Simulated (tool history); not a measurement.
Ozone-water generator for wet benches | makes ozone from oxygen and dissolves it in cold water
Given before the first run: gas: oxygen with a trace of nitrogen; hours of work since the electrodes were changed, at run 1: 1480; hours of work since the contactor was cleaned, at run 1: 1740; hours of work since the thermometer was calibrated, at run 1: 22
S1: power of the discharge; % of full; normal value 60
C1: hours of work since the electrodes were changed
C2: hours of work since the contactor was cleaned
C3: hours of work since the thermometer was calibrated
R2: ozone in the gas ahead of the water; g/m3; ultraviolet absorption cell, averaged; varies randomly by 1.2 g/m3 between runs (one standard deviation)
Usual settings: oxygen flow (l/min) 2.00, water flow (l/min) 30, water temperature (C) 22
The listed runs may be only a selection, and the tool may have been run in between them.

run 1 hour=0.0 | S1=60 oxygen_flow_(l/min)=2.00 water_flow_(l/min)=30 water_temperature_(C)=22 | C1=1480 C2=1740 C3=22 | dissolved_ozone_(ppm)=8.9 R2=209.5
run 2 hour=211.1 | S1=60 oxygen_flow_(l/min)=2.00 water_flow_(l/min)=30 water_temperature_(C)=22 | C1=1672 C2=1932 C3=214 | dissolved_ozone_(ppm)=8.7 R2=209.6
run 3 hour=324.3 | S1=60 oxygen_flow_(l/min)=2.00 water_flow_(l/min)=30 water_temperature_(C)=22 | C1=1775 C2=2034 C3=317 | dissolved_ozone_(ppm)=8.8 R2=209.7
run 4 hour=439.9 | S1=60 oxygen_flow_(l/min)=2.00 water_flow_(l/min)=30 water_temperature_(C)=22 | C1=1880 C2=2139 C3=422 | dissolved_ozone_(ppm)=8.6 R2=209.9
run 5 hour=627.6 | S1=60 oxygen_flow_(l/min)=2.00 water_flow_(l/min)=30 water_temperature_(C)=22 | C1=2050 C2=2310 C3=592 | dissolved_ozone_(ppm)=8.5 R2=209.9
run 6 hour=816.3 | S1=60 oxygen_flow_(l/min)=2.00 water_flow_(l/min)=30 water_temperature_(C)=22 | C1=2222 C2=2481 C3=763 | dissolved_ozone_(ppm)=8.8 R2=208.8
run 7 hour=957.4 | S1=93 oxygen_flow_(l/min)=2.00 water_flow_(l/min)=30 water_temperature_(C)=22 | C1=2350 C2=2609 C3=892 | dissolved_ozone_(ppm)=11.3 R2=276.7
run 8 hour=1047.9 | S1=93 oxygen_flow_(l/min)=2.00 water_flow_(l/min)=30 water_temperature_(C)=22 | C1=2432 C2=2692 C3=974 | dissolved_ozone_(ppm)=11.3 R2=280.0
run 9 hour=1139.4 | S1=60 oxygen_flow_(l/min)=1.28 water_flow_(l/min)=30 water_temperature_(C)=22 | C1=2515 C2=2775 C3=1057 | dissolved_ozone_(ppm)=6.9 R2=246.4
run 10 hour=1252.3 | S1=60 oxygen_flow_(l/min)=2.00 water_flow_(l/min)=30 water_temperature_(C)=22 | C1=2618 C2=2877 C3=1159 | dissolved_ozone_(ppm)=8.5 R2=206.3
run 11 hour=1454.5 | S1=60 oxygen_flow_(l/min)=2.00 water_flow_(l/min)=30 water_temperature_(C)=15 | C1=2801 C2=3061 C3=1343 | dissolved_ozone_(ppm)=8.8 R2=207.3
run 12 hour=1657.5 | S1=60 oxygen_flow_(l/min)=2.00 water_flow_(l/min)=30 water_temperature_(C)=15 | C1=2986 C2=3245 C3=1527 | dissolved_ozone_(ppm)=8.7 R2=207.9
run 13 hour=1865.3 | S1=60 oxygen_flow_(l/min)=2.00 water_flow_(l/min)=30 water_temperature_(C)=22 | C1=3174 C2=3434 C3=1716 | dissolved_ozone_(ppm)=8.4 R2=206.6
run 14 hour=1968.8 | S1=60 oxygen_flow_(l/min)=2.00 water_flow_(l/min)=30 water_temperature_(C)=22 | C1=3268 C2=3528 C3=1810 | dissolved_ozone_(ppm)=8.2 R2=206.8
run 15 hour=2125.3 | S1=60 oxygen_flow_(l/min)=2.00 water_flow_(l/min)=30 water_temperature_(C)=22 | C1=3411 C2=3670 C3=1952 | dissolved_ozone_(ppm)=8.5 R2=206.9
run 16 hour=2279.0 | S1=60 oxygen_flow_(l/min)=2.00 water_flow_(l/min)=30 water_temperature_(C)=22 | C1=3550 C2=3810 C3=2092 | dissolved_ozone_(ppm)=8.2 R2=204.8
run 17 hour=2446.7 | S1=60 oxygen_flow_(l/min)=2.00 water_flow_(l/min)=30 water_temperature_(C)=22 | C1=3702 C2=3962 C3=2244 | dissolved_ozone_(ppm)=8.3 R2=205.1
run 18 hour=2602.7 | S1=49 oxygen_flow_(l/min)=2.00 water_flow_(l/min)=30 water_temperature_(C)=19 | C1=3844 C2=4104 C3=2386 | dissolved_ozone_(ppm)=7.3 R2=181.9
run 19 hour=2754.8 | S1=49 oxygen_flow_(l/min)=2.00 water_flow_(l/min)=30 water_temperature_(C)=19 | C1=3982 C2=4242 C3=2524 | dissolved_ozone_(ppm)=7.5 R2=180.5
run 20 hour=2883.2 | S1=49 oxygen_flow_(l/min)=2.00 water_flow_(l/min)=23 water_temperature_(C)=29 | C1=4099 C2=4358 C3=2641 | dissolved_ozone_(ppm)=8.9 R2=177.7
run 21 hour=3072.2 | S1=77 oxygen_flow_(l/min)=2.00 water_flow_(l/min)=47 water_temperature_(C)=22 | C1=4270 C2=4530 C3=2812 | dissolved_ozone_(ppm)=6.0 R2=237.6
-- hour=3091.2 contactor cleaned
run 22 hour=3222.7 | S1=48 oxygen_flow_(l/min)=2.00 water_flow_(l/min)=30 water_temperature_(C)=20 | C1=4404 C2=119 C3=2945 | dissolved_ozone_(ppm)=7.1 R2=176.4
run 23 hour=3385.4 | S1=68 oxygen_flow_(l/min)=1.69 water_flow_(l/min)=36 water_temperature_(C)=27 | C1=4551 C2=267 C3=3093 | dissolved_ozone_(ppm)=6.4 R2=234.9
run 24 hour=3573.3 | S1=68 oxygen_flow_(l/min)=1.69 water_flow_(l/min)=36 water_temperature_(C)=25 | C1=4722 C2=438 C3=3264 | dissolved_ozone_(ppm)=6.4 R2=233.1
-- hour=3660.7 water thermometer calibrated
run 25 hour=3712.1 | S1=68 oxygen_flow_(l/min)=1.69 water_flow_(l/min)=23 water_temperature_(C)=25 | C1=4848 C2=563 C3=47 | dissolved_ozone_(ppm)=10.0 R2=231.3
run 26 hour=3870.6 | S1=41 oxygen_flow_(l/min)=1.27 water_flow_(l/min)=30 water_temperature_(C)=22 | C1=4992 C2=707 C3=191 | dissolved_ozone_(ppm)=5.0 R2=190.2
-- hour=3927.4 contactor cleaned, once more
run 27 hour=4057.3 | S1=99 oxygen_flow_(l/min)=2.78 water_flow_(l/min)=35 water_temperature_(C)=18 | C1=5157 C2=118 C3=357 | dissolved_ozone_(ppm)=11.5 R2=243.1
run 28 hour=4242.1 | S1=99 oxygen_flow_(l/min)=2.78 water_flow_(l/min)=35 water_temperature_(C)=18 | C1=5325 C2=286 C3=524 | dissolved_ozone_(ppm)=11.6 R2=244.2
run 29 hour=4430.9 | S1=52 oxygen_flow_(l/min)=1.63 water_flow_(l/min)=44 water_temperature_(C)=14 | C1=5497 C2=457 C3=696 | dissolved_ozone_(ppm)=4.6 R2=198.0
run 30 hour=4575.5 | S1=46 oxygen_flow_(l/min)=2.00 water_flow_(l/min)=25 water_temperature_(C)=22 | C1=5628 C2=589 C3=827 | dissolved_ozone_(ppm)=8.3 R2=169.0
run 31 hour=4786.5 | S1=79 oxygen_flow_(l/min)=2.73 water_flow_(l/min)=19 water_temperature_(C)=22 | C1=5820 C2=780 C3=1019 | dissolved_ozone_(ppm)=16.2 R2=210.2
run 32 hour=4891.6 | S1=79 oxygen_flow_(l/min)=1.87 water_flow_(l/min)=21 water_temperature_(C)=22 | C1=5915 C2=876 C3=1114 | dissolved_ozone_(ppm)=13.3 R2=239.5

Describe how what the log doesn't record of the tool's condition differs between the last listed run preceding each entry between runs and the first listed run following it.
Runs 21 to 22: contactor cleaned (hour 3091.2)
  yield of the discharge, % of new electrodes': 94.2 -> 94; contactor's efficiency, % of a clean one's: 92.2 -> 86.8; true water temperature over the reading, C: 0.31 -> 0.32
  measured value less the no-hidden-state value, dissolved ozone (ppm): -0.7 -> -0.8; R2: -15.5 -> -8.5 g/m3
Runs 24 to 25: water thermometer calibrated (hour 3660.7)
  yield of the discharge, % of new electrodes': 93.5 -> 93.4; contactor's efficiency, % of a clean one's: 86.3 -> 86.1; true water temperature over the reading, C: 0.34 -> 0.09
  measured value less the no-hidden-state value, dissolved ozone (ppm): -1.0 -> -1.4; R2: -15.8 -> -16.1 g/m3
Runs 26 to 27: contactor cleaned, once more (hour 3927.4)
  yield of the discharge, % of new electrodes': 93.2 -> 92.9; contactor's efficiency, % of a clean one's: 85.8 -> 99.4; true water temperature over the reading, C: 0.1 -> 0.12
  measured value less the no-hidden-state value, dissolved ozone (ppm): -0.6 -> -1.1; R2: -9.0 -> -22.8 g/m3

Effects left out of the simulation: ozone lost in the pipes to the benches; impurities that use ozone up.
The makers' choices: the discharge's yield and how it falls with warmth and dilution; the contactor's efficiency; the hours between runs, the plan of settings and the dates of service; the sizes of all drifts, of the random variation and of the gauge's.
